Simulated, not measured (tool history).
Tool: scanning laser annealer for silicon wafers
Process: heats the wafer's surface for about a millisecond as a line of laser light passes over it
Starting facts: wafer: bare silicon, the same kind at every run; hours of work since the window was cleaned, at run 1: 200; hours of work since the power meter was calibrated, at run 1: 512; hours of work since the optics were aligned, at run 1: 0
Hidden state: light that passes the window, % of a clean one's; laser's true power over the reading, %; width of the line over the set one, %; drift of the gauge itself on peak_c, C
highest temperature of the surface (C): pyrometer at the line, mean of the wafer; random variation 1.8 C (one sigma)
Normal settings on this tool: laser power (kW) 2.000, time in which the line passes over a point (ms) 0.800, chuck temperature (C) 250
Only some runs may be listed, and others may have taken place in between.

| run | hour | laser power (kW) | time in which the line passes over a point (ms) | chuck temperature (C) | hours of work since the window was cleaned | hours of work since the power meter was calibrated | hours of work since the optics were aligned | highest temperature of the surface (C) |
|---|---|---|---|---|---|---|---|---|
| 1 | 0.0 | 2.000 | 0.800 | 250 | 200 | 512 | 0 | 957 |
| 2 | 41.1 | 2.000 | 0.800 | 250 | 217 | 529 | 17 | 951 |
| 3 | 71.7 | 2.000 | 0.800 | 250 | 230 | 541 | 29 | 951 |
| 4 | 100.3 | 2.000 | 0.800 | 286 | 241 | 553 | 41 | 988 |
| 5 | 138.0 | 2.000 | 0.800 | 286 | 257 | 569 | 56 | 990 |
| 6 | 165.7 | 2.000 | 0.800 | 286 | 268 | 580 | 68 | 991 |
| 7 | 204.6 | 2.000 | 0.800 | 250 | 284 | 596 | 84 | 954 |
| 8 | 229.6 | 2.000 | 0.800 | 211 | 294 | 606 | 94 | 916 |
| 9 | 271.5 | 2.000 | 0.800 | 211 | 311 | 623 | 111 | 912 |
| 10 | 312.0 | 2.000 | 0.958 | 250 | 328 | 640 | 127 | 1022 |
| 11 | 344.2 | 2.000 | 0.958 | 250 | 341 | 653 | 141 | 1023 |
| 12 | 377.9 | 2.000 | 0.958 | 250 | 355 | 667 | 154 | 1022 |

What does the tool deliver on the next run?
| 13 | 408.5 | 2.000 | 0.920 | 225 | 367 | 679 | 167 | ? |

{"run 13": {"highest temperature of the surface (C)": 978}}
Without the tool's hidden state the same run would have given highest temperature of the surface (C) 979.
